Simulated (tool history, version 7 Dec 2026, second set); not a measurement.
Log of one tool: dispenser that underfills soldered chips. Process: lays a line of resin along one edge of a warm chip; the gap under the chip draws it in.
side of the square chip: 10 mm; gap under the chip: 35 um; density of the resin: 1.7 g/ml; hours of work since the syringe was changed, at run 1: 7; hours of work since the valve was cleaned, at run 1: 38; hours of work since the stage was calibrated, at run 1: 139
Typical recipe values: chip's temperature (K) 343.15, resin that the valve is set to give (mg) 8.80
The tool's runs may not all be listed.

run	hour	chip's temperature (K)	resin that the valve is set to give (mg)	hours of work since the syringe was changed	hours of work since the valve was cleaned	hours of work since the stage was calibrated	time until the resin shows at the far edge (s)	resin that the valve gave (mg)
1	0.0	343.15	8.80	7	38	139	346.2	8.60
# hour 2.9: new syringe of resin
2	6.2	343.15	8.80	2	42	143	249.8	8.56
3	12.0	343.15	8.80	6	46	147	334.9	8.58
# hour 15.8: new syringe of resin
4	16.3	343.15	8.80	0	49	150	214.1	8.59
# hour 18.9: dispensing valve cleaned and set on the balance
5	20.8	343.15	8.80	3	1	152	252.5	8.83
6	28.0	343.15	8.80	8	6	157	365.9	8.70
# hour 30.3: new syringe of resin
7	32.6	343.15	8.80	2	9	160	232.1	8.75
8	39.4	343.15	8.80	6	14	165	323.8	8.73
# hour 43.6: new syringe of resin
9	44.2	343.15	8.80	0	17	168	212.9	8.78
10	51.4	343.15	8.80	5	22	174	302.8	8.67
# hour 56.9: new syringe of resin
11	57.9	345.15	8.80	1	27	178	204.9	8.64
12	62.5	345.15	8.80	4	30	181	254.0	8.62
13	68.5	345.15	8.80	8	34	185	341.3	8.61
# hour 70.2: new syringe of resin
14	75.5	345.15	8.80	4	39	190	252.0	8.71
15	79.3	345.15	8.80	6	42	193	304.1	8.61
# hour 83.2: new syringe of resin
16	87.2	343.15	10.47	3	47	198	255.6	10.21
17	91.0	343.15	7.75	6	50	201	319.9	7.50
# hour 92.7: dispensing valve cleaned and set on the balance
18	95.7	332.15	10.25	8	2	203	644.7	10.24
# hour 97.6: new syringe of resin
19	102.1	332.15	10.47	3	6	208	454.7	10.49
20	106.1	353.15	7.78	6	9	211	207.1	7.77
# hour 110.8: new syringe of resin
21	113.2	344.15	7.62	2	14	215	240.2	7.55
22	119.3	338.15	7.96	6	18	220	428.1	7.95
23	123.3	338.15	7.96	9	21	222	528.4	7.88
# hour 124.3: new syringe of resin
24	127.3	338.15	10.06	2	24	225	307.7	9.94
25	134.2	333.15	9.23	7	29	230	569.0	9.12
# hour 137.2: new syringe of resin
26	141.2	334.15	9.54	3	33	235	405.1	9.40

Run 27 comes next. What will it give?
27	149.1	332.15	8.57	8	39	240	?	?

time until the resin shows at the far edge (s): 676.8
resin that the valve gave (mg): 8.42
With no hidden state in the tool, this same run would have given time until the resin shows at the far edge (s) 350.8, resin that the valve gave (mg) 8.57.

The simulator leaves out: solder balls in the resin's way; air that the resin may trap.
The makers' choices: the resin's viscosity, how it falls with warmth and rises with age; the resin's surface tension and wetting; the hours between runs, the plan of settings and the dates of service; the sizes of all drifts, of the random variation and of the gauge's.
